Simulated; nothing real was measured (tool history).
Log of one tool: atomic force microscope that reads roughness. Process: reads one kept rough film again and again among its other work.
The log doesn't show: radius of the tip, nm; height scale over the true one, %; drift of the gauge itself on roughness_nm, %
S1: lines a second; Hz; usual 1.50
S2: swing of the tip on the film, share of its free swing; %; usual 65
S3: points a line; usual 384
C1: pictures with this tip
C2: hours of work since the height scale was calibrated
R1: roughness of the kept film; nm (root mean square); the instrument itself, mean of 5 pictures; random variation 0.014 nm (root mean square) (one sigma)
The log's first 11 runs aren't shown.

run	hour	S1	S2	S3	C1	C2	R1
# hour 531.3: new tip fitted
12	558.3	1.50	65	384	50	129	3.007
13	616.2	1.50	65	384	156	159	2.601
14	677.3	0.60	65	384	268	191	2.294
# hour 687.3: new tip fitted
15	744.0	1.50	65	384	104	226	2.762
16	778.5	1.50	65	384	167	244	2.538
17	815.5	1.50	65	384	235	264	2.314
# hour 842.3: new tip fitted
18	846.8	1.50	65	384	8	280	3.260
19	899.6	1.50	65	384	105	308	2.782
20	968.8	1.50	65	384	232	344	2.348
# hour 1003.4: new tip fitted
21	1032.8	1.50	65	384	53	378	3.019
22	1072.3	1.50	65	384	126	398	2.707
23	1130.6	1.50	65	384	233	429	2.365
# hour 1161.3: new tip fitted
24	1197.4	1.48	65	384	67	464	2.997
25	1234.5	1.50	65	384	135	484	2.713
26	1265.9	2.03	65	384	193	500	2.518
27	1313.0	1.50	65	289	279	525	2.227
# hour 1318.3: new tip fitted
28	1364.4	1.50	78	385	84	552	2.807
29	1405.0	1.50	78	385	159	573	2.509
30	1469.6	1.50	56	445	278	607	2.300
# hour 1475.8: new tip fitted
31	1514.1	1.50	56	445	70	630	3.072
32	1583.3	0.94	60	979	198	667	2.600
# hour 1634.2: new tip fitted
33	1635.5	1.05	70	302	3	694	3.263
34	1673.6	3.82	70	872	72	714	2.776
35	1726.0	1.13	89	516	169	741	2.447

Forecast run 36:
36	1778.0	1.13	89	516	264	769	?

R1: 2.196 nm (root mean square)
Without the tool's hidden state the same run would have given R1 3.151 nm (root mean square).
